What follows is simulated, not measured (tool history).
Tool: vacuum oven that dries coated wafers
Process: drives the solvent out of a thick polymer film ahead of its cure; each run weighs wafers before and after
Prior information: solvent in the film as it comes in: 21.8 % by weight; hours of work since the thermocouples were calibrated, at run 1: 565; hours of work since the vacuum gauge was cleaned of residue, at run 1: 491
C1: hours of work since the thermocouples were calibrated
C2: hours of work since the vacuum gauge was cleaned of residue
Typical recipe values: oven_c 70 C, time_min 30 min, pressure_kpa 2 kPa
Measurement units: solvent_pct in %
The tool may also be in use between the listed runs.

run 1 day=0 | oven_c=70 time_min=30 pressure_kpa=2 | C1=565 C2=491 | solvent_pct=2.97
run 2 day=0.775 | oven_c=70 time_min=30 pressure_kpa=2 | C1=576 C2=501 | solvent_pct=3.1
run 3 day=1.254 | oven_c=70 time_min=30 pressure_kpa=2 | C1=583 C2=508 | solvent_pct=3.09
run 4 day=2.129 | oven_c=70 time_min=27 pressure_kpa=2 | C1=595 C2=521 | solvent_pct=3.48
run 5 day=2.708 | oven_c=70 time_min=20 pressure_kpa=2 | C1=603 C2=529 | solvent_pct=5.03
run 6 day=3.517 | oven_c=70 time_min=20 pressure_kpa=2 | C1=615 C2=540 | solvent_pct=5.02
run 7 day=4.046 | oven_c=70 time_min=20 pressure_kpa=2 | C1=622 C2=548 | solvent_pct=5.02
run 8 day=4.767 | oven_c=70 time_min=47 pressure_kpa=2 | C1=632 C2=558 | solvent_pct=1.59
run 9 day=5.417 | oven_c=70 time_min=51 pressure_kpa=2 | C1=642 C2=567 | solvent_pct=1.57
run 10 day=6.121 | oven_c=70 time_min=30 pressure_kpa=2 | C1=652 C2=577 | solvent_pct=2.96
run 11 day=6.546 | oven_c=70 time_min=31 pressure_kpa=2 | C1=657 C2=583 | solvent_pct=2.97
run 12 day=7.358 | oven_c=70 time_min=31 pressure_kpa=2 | C1=669 C2=594 | solvent_pct=2.92
run 13 day=8.129 | oven_c=70 time_min=26 pressure_kpa=2 | C1=680 C2=605 | solvent_pct=3.63
run 14 day=8.729 | oven_c=70 time_min=26 pressure_kpa=2 | C1=688 C2=614 | solvent_pct=3.69
run 15 day=9.283 | oven_c=70 time_min=26 pressure_kpa=2 | C1=696 C2=622 | solvent_pct=3.63
run 16 day=9.838 | oven_c=70 time_min=26 pressure_kpa=2 | C1=704 C2=629 | solvent_pct=3.58
run 17 day=10.312 | oven_c=70 time_min=26 pressure_kpa=2 | C1=711 C2=636 | solvent_pct=3.64
run 18 day=11.171 | oven_c=70 time_min=26 pressure_kpa=2 | C1=723 C2=648 | solvent_pct=3.56
run 19 day=11.967 | oven_c=70 time_min=42 pressure_kpa=2 | C1=734 C2=659 | solvent_pct=1.87
run 20 day=12.783 | oven_c=84 time_min=42 pressure_kpa=2 | C1=745 C2=671 | solvent_pct=0.64
run 21 day=13.567 | oven_c=61 time_min=53 pressure_kpa=2.15 | C1=757 C2=682 | solvent_pct=4.35
run 22 day=14.079 | oven_c=61 time_min=53 pressure_kpa=2.15 | C1=764 C2=689 | solvent_pct=4.27
run 23 day=14.871 | oven_c=61 time_min=53 pressure_kpa=2.15 | C1=775 C2=700 | solvent_pct=4.37
-- day=15.029 oven's thermocouples calibrated
run 24 day=15.779 | oven_c=63 time_min=35 pressure_kpa=2.63 | C1=11 C2=712 | solvent_pct=5.06
run 25 day=16.688 | oven_c=73 time_min=17 pressure_kpa=6.55 | C1=23 C2=725 | solvent_pct=5.48
-- day=17.1 oven's thermocouples calibrated, once more
run 26 day=17.679 | oven_c=73 time_min=17 pressure_kpa=6.55 | C1=8 C2=738 | solvent_pct=6.97
run 27 day=18.5 | oven_c=80 time_min=45 pressure_kpa=3.27 | C1=20 C2=749 | solvent_pct=1.32
run 28 day=19.158 | oven_c=81 time_min=16 pressure_kpa=2 | C1=29 C2=758 | solvent_pct=2.26
run 29 day=19.583 | oven_c=68 time_min=30 pressure_kpa=5.54 | C1=35 C2=764 | solvent_pct=6.34
run 30 day=20.15 | oven_c=67 time_min=39 pressure_kpa=2.77 | C1=43 C2=772 | solvent_pct=4.18
run 31 day=20.533 | oven_c=67 time_min=45 pressure_kpa=6.97 | C1=48 C2=778 | solvent_pct=5.88
run 32 day=21.138 | oven_c=67 time_min=16 pressure_kpa=3.66 | C1=57 C2=786 | solvent_pct=9.57
run 33 day=21.617 | oven_c=62 time_min=30 pressure_kpa=1.62 | C1=64 C2=793 | solvent_pct=7.62

Alternative continuations, all from the tool just after run 33; predict every row:
run A day=22.325 | oven_c=57 time_min=34 pressure_kpa=1.62 | C1=74 C2=803 | solvent_pct=?
run B day=22.325 | oven_c=62 time_min=30 pressure_kpa=4.93 | C1=74 C2=803 | solvent_pct=?
run C day=22.325 | oven_c=84 time_min=53 pressure_kpa=1.92 | C1=74 C2=803 | solvent_pct=?
run D day=22.325 | oven_c=62 time_min=30 pressure_kpa=2.84 | C1=74 C2=803 | solvent_pct=?
run E day=22.325 | oven_c=62 time_min=30 pressure_kpa=1.76 | C1=74 C2=803 | solvent_pct=?

run=A solvent_pct=9.67
run=B solvent_pct=9.42
run=C solvent_pct=0.77
run=D solvent_pct=8.19
run=E solvent_pct=7.73
With the hidden condition removed and each run's random variation left untouched, the same runs would have given:
run=A solvent_pct=9.67
run=B solvent_pct=9.44
run=C solvent_pct=0.69
run=D solvent_pct=8.21
run=E solvent_pct=7.75
